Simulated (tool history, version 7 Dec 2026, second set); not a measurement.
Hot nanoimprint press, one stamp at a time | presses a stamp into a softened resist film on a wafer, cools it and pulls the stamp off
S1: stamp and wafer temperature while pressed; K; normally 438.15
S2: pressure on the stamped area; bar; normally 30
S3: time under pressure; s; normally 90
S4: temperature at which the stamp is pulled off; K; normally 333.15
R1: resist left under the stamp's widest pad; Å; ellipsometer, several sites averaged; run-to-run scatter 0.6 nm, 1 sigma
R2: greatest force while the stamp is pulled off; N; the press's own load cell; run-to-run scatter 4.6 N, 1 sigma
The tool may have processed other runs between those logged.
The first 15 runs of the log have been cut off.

run    day      S1    S2   S3      S4    R1   R2
 16  5.208  438.15    33   90  333.15  1501  239
 17  5.492  438.15    33   90  333.15  1506  234
 18  5.904  438.15    33   90  333.15  1502  232
 19  6.354  438.15    33   90  333.15  1506  234
 20  6.625  436.15    33  150  333.15  1378  240
 21  6.858  427.15  26.6  155  328.15  2239  261
     7.079  -- plate thermocouple calibrated
 22    7.2  427.15  26.6  155  328.15  2384  272
 23  7.583  438.15  26.6   90  339.15  1809  227
 24   7.95  438.15  26.6   59  319.15  2069  327
 25  8.254  442.15  26.6   59  319.15  1782  316
 26  8.512  449.15  23.7   61  338.15  1430  230
 27  8.721  433.15  23.7   91  331.15  2310  265
 28  9.225  427.15  34.7  176  333.15  2017  260
 29  9.504  444.15  36.8   90  322.15  1178  313
 30  9.804  444.15  18.1  157  332.15  1462  270

Below are 3 alternative next runs, each starting from the tool's condition after run 30. Predict each:
  A  10.15  444.15  23.7  157  327.15   ?   ?
  B  10.15  444.15  18.1  143  332.15   ?   ?
  C  10.15  429.15  39.7  135  332.15   ?   ?

run    R1   R2
  A  1252  293
  B  1509  261
  C  1852  264
With the hidden condition removed and each run's random variation left untouched, the same runs would have given:
run    R1   R2
  A  1233  257
  B  1491  229
  C  1813  232
